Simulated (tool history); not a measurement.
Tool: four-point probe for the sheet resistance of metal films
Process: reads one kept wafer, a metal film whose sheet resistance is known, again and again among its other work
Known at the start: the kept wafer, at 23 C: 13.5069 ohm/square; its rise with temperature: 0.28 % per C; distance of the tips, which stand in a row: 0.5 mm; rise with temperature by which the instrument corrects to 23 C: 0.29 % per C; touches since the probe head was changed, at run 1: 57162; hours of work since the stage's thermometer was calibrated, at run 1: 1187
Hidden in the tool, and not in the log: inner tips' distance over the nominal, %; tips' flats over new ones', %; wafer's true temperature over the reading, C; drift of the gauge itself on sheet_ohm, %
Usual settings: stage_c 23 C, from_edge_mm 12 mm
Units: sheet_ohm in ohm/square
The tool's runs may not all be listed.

run   hour  stage_c  from_edge_mm  touches since the probe head was changed  hours of work since the stage's thermometer was calibrated  sheet_ohm
  1      0       23            12                                     57162                                                        1187  13.645629
  2   27.2       23            12                                     58144                                                        1207   13.64519
  3   81.2       23            12                                     60096                                                        1248  13.648988
  4  136.4       23            12                                     62094                                                        1289  13.647108
  5  181.6       19            12                                     63727                                                        1323  13.659609
  6  228.8       19            12                                     65431                                                        1359  13.659814
  7  254.4       23            73                                     66359                                                        1378  13.646655
  8  303.8       23            73                                     68143                                                        1415  13.644623
  9  342.5       23            73                                     69544                                                        1444  13.649299
 10  400.6       23            14                                     71644                                                        1488  13.656581
     454.1  -- stage's thermometer calibrated
 11  454.1       23            14                                     73558                                                           0  13.645798
     477.4  -- new probe head fitted
 12  494.1       23            14                                       602                                                          29  13.583118
 13  538.3       23             4                                      2199                                                          62  13.692715
 14  566.7       23             4                                      3226                                                          84  13.690369
 15  605.5       23             4                                      4630                                                         113  13.690574
 16  650.4       35             7                                      6252                                                         147   13.59151
 17  689.5       24            11                                      7665                                                         176  13.595715
 18  722.4       26             6                                      8853                                                         201  13.634078
 19  774.6       25            10                                     10740                                                         240  13.603865
 20    824       29            22                                     12529                                                         277   13.58046
 21  858.2       29            22                                     13763                                                         303  13.585656

Forecast run 22:
 22  890.6       19            28                                     14935                                                         327          ?

Run 22 gave sheet_ohm 13.605266 ohm/square.
Without the tool's hidden state the same run would have given sheet_ohm 13.518985 ohm/square.
